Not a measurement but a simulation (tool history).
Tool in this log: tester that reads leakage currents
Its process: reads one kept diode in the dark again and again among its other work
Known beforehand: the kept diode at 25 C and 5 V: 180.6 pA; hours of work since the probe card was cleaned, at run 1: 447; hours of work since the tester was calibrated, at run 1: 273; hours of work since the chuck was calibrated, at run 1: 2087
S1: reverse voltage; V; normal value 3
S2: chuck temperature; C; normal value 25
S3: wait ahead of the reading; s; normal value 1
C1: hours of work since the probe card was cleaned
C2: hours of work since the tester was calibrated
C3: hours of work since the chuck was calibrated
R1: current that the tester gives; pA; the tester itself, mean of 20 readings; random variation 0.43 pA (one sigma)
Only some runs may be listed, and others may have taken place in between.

{"run": 1, "hour": 0.0, "S1": 3, "S2": 25, "S3": 1, "C1": 447, "C2": 273, "C3": 2087, "R1": 117.45}
{"run": 2, "hour": 58.2, "S1": 5.29, "S2": 25, "S3": 1, "C1": 487, "C2": 313, "C3": 2127, "R1": 156.73}
{"run": 3, "hour": 105.6, "S1": 5.29, "S2": 25, "S3": 1, "C1": 520, "C2": 346, "C3": 2159, "R1": 156.98}
{"run": 4, "hour": 160.1, "S1": 5.29, "S2": 25, "S3": 1, "C1": 557, "C2": 383, "C3": 2197, "R1": 157.14}
{"hour": 175.9, "done": "chuck's temperature calibrated"}
{"run": 5, "hour": 225.6, "S1": 5.29, "S2": 25, "S3": 1, "C1": 601, "C2": 427, "C3": 34, "R1": 191.25}
{"run": 6, "hour": 293.8, "S1": 3, "S2": 25, "S3": 1.1, "C1": 648, "C2": 474, "C3": 81, "R1": 142.76}
{"run": 7, "hour": 370.4, "S1": 3, "S2": 25, "S3": 1.1, "C1": 700, "C2": 526, "C3": 134, "R1": 142.34}
{"run": 8, "hour": 432.8, "S1": 1.75, "S2": 25, "S3": 1, "C1": 743, "C2": 569, "C3": 177, "R1": 107.75}
{"run": 9, "hour": 499.3, "S1": 1.43, "S2": 35, "S3": 0.55, "C1": 789, "C2": 615, "C3": 222, "R1": 225.5}
{"run": 10, "hour": 580.2, "S1": 6.4, "S2": 50, "S3": 0.48, "C1": 844, "C2": 670, "C3": 278, "R1": 1514.38}
{"run": 11, "hour": 620.4, "S1": 3, "S2": 27, "S3": 1.26, "C1": 872, "C2": 698, "C3": 305, "R1": 166.96}
{"run": 12, "hour": 671.0, "S1": 3, "S2": 27, "S3": 1.26, "C1": 907, "C2": 733, "C3": 340, "R1": 165.52}
{"run": 13, "hour": 729.8, "S1": 3, "S2": 47, "S3": 4.51, "C1": 947, "C2": 773, "C3": 381, "R1": 821.73}
{"run": 14, "hour": 818.9, "S1": 5.64, "S2": 47, "S3": 0.33, "C1": 1008, "C2": 835, "C3": 442, "R1": 1127.4}
{"run": 15, "hour": 885.9, "S1": 1.01, "S2": 25, "S3": 1, "C1": 1055, "C2": 881, "C3": 488, "R1": 79.79}

Forecast each of these 3 alternatives for the next run:
{"run": "A", "hour": 979.1, "S1": 3, "S2": 21, "S3": 1, "C1": 1119, "C2": 945, "C3": 552, "R1": "?"}
{"run": "B", "hour": 979.1, "S1": 2.2, "S2": 42, "S3": 1, "C1": 1119, "C2": 945, "C3": 552, "R1": "?"}
{"run": "C", "hour": 979.1, "S1": 1.01, "S2": 25, "S3": 2.69, "C1": 1119, "C2": 945, "C3": 552, "R1": "?"}

run=A R1=98.01
run=B R1=472.84
run=C R1=79.23
Had the tool no hidden state, the same runs would have come out as:
run=A R1=99.43
run=B R1=489.81
run=C R1=81.81
